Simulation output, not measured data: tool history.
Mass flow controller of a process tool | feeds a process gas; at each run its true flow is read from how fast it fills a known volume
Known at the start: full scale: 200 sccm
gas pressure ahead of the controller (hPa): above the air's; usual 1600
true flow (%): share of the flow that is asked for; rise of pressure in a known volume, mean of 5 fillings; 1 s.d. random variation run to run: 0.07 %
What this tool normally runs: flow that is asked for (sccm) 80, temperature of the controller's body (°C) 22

run     hour  flow that is asked for (sccm)  gas pressure ahead of the controller (hPa)  temperature of the controller's body (°C)  true flow (%)
  1        0                             80                                        1600                                         22          99.74
  2    260.1                             80                                        1600                                         22          99.67
  3    475.9                             80                                        1600                                         22          99.68
  4      788                             80                                        1600                                         22          99.72
  5   1059.5                             80                                        1600                                         22          99.98
  6   1389.8                             80                                        1600                                         22         100.14
  7   1699.7                             80                                        1600                                         22         100.12
  8     1981                             80                                        1600                                         22         100.39
  9   2166.3                             80                                        1600                                         22         100.19
 10   2377.4                             80                                        1600                                         22         100.35
 11     2678                             80                                        1600                                         22         100.52
 12   2888.4                             80                                        1600                                         22         100.66
 13   3167.2                             56                                        1600                                         22         101.12
 14   3414.9                             56                                        1600                                         22         101.11
 15   3716.1                             56                                        1600                                         22         101.32
 16   4026.8                             56                                        1600                                         22         101.41
 17     4258                             80                                        1600                                         22            101
 18   4584.7                             80                                        1460                                         22         101.28
 19   4781.7                            170                                        1460                                         22         101.58
 20   5101.8                             80                                        1600                                         22         101.37
 21   5334.9                             80                                        1600                                         32         101.87
 22   5511.2                            181                                        2720                                         26         101.34
 23   5801.4                            181                                        2720                                         26         101.26
 24   6009.6                            181                                        2720                                         26         101.37
 25   6248.8                            181                                        2720                                         26         101.44
 26   6438.8                            181                                        2620                                         22         101.33
 27   6652.8                             24                                        2570                                         30         107.49
 28   6974.4                             28                                        1470                                         34         107.25
 29   7141.6                             76                                        1590                                         23         102.07
 30   7308.3                            107                                        2790                                         22         101.17
 31   7574.2                            116                                        1600                                         22          101.7
 32   7730.8                             60                                        1600                                         34         103.47
 33   8074.4                            169                                        2740                                         34         102.03
 34   8259.9                            169                                        2740                                         34         102.08
 35   8585.2                            169                                        2740                                         34          102.1
 36   8766.9                             80                                        2210                                         22         102.09
        8951  -- controller's zero set anew
 37     9047                             80                                        2210                                         22          98.72
 38   9288.1                             43                                        2040                                         34          99.05
 39   9586.4                             43                                        2170                                         34          99.28
 40   9844.7                             80                                        1650                                         28          99.64
 41  10107.8                             80                                        1650                                         28          99.79

Measured result minus the same run's result without the hidden state. Both carry the same run-to-run variation, though not necessarily the same gauge scatter:
Hidden state at play: flow at rest that the sensor doesn't see, % of full scale; true flow over the shown one, %; drift of the gauge itself on true_pct, %.
run  true flow (%)
  1          +1.57
  2          +1.65
  3          +1.72
  4          +1.83
  5          +1.91
  6          +2.03
  7          +2.13
  8          +2.22
  9          +2.29
 10          +2.36
 11          +2.46
 12          +2.53
 13          +3.47
 14          +3.58
 15          +3.72
 16          +3.85
 17          +2.98
 18          +3.09
 19          +1.88
 20          +3.26
 21          +3.34
 22          +1.95
 23             +2
 24          +2.04
 25          +2.08
 26          +2.11
 27         +10.52
 28          +9.41
 29          +4.09
 30           +3.2
 31           +3.1
 32           +5.2
 33           +2.5
 34          +2.54
 35           +2.6
 36          +4.45
 37          +1.09
 38           +1.3
 39          +1.47
 40          +1.35
 41          +1.43
